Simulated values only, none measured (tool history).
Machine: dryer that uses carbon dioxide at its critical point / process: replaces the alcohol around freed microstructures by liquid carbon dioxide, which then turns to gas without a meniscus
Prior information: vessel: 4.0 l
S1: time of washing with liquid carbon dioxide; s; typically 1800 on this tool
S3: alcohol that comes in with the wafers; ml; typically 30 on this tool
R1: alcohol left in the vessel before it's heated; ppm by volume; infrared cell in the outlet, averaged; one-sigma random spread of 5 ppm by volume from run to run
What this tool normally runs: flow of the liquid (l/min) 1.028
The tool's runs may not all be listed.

Run 1, hour 0: usual settings. Result: R1 61 ppm by volume.
At hour 8.5: inlet filter changed.
Run 2, hour 17.6: usual settings. Result: R1 54 ppm by volume.
Run 3, hour 44: usual settings. Result: R1 66 ppm by volume.
Run 4, hour 64.9: usual settings. Result: R1 66 ppm by volume.
Run 5, hour 76.6: usual settings. Result: R1 59 ppm by volume.
Run 6, hour 88.7: usual settings. Result: R1 55 ppm by volume.
Run 7, hour 100.9: usual settings but S3 37 ml. Result: R1 73 ppm by volume.
Run 8, hour 122: usual settings but S1 2820 s, S3 37 ml. Result: R1 45 ppm by volume.
Run 9, hour 146.4: usual settings but S1 2820 s, S3 37 ml. Result: R1 55 ppm by volume.
Run 10, hour 171.2: usual settings. Result: R1 61 ppm by volume.
Run 11, hour 196: usual settings but flow of the liquid (l/min) 0.64, S3 49 ml. Result: R1 315 ppm by volume.
Run 12, hour 211.8: usual settings but S1 1680 s, S3 41 ml. Result: R1 84 ppm by volume.
Run 13, hour 225.8: usual settings but S1 2400 s, S3 62 ml. Result: R1 56 ppm by volume.
Run 14, hour 242.5: usual settings but S1 2400 s, S3 62 ml. Result: R1 55 ppm by volume.
Run 15, hour 264.6: usual settings but S1 2400 s, S3 62 ml. Result: R1 56 ppm by volume.
Run 16, hour 286.2: usual settings but S1 2400 s, S3 62 ml. Result: R1 56 ppm by volume.
Run 17, hour 313.5: usual settings but S1 2820 s, flow of the liquid (l/min) 0.76, S3 101 ml. Result: R1 78 ppm by volume.
Run 18, hour 326.6: usual settings but S1 2580 s, flow of the liquid (l/min) 0.71, S3 41 ml. Result: R1 78 ppm by volume.
Run 19, hour 345.8: usual settings but S1 2400 s, flow of the liquid (l/min) 0.64, S3 21 ml. Result: R1 89 ppm by volume.
Run 20, hour 364.9: usual settings but S1 2400 s, flow of the liquid (l/min) 0.64. Result: R1 106 ppm by volume.

What if the next run were any one of these 4? Each begins from the tool's condition after run 20:
Run A, hour 384.9: usual settings but S1 1080 s. Result: R1 ?.
Run B, hour 384.9: usual settings but S1 2400 s, flow of the liquid (l/min) 0.64, S3 52 ml. Result: R1 ?.
Run C, hour 384.9: usual settings but S1 1260 s, flow of the liquid (l/min) 0.78, S3 24 ml. Result: R1 ?.
Run D, hour 384.9: usual settings but S1 1860 s, flow of the liquid (l/min) 1.19, S3 116 ml. Result: R1 ?.

run   R1
  A  276
  B  151
  C  310
  D   86
The same runs, with their run-to-run variation unchanged, on a tool lacking any hidden condition would have given:
run   R1
  A  186
  B   79
  C  217
  D   26
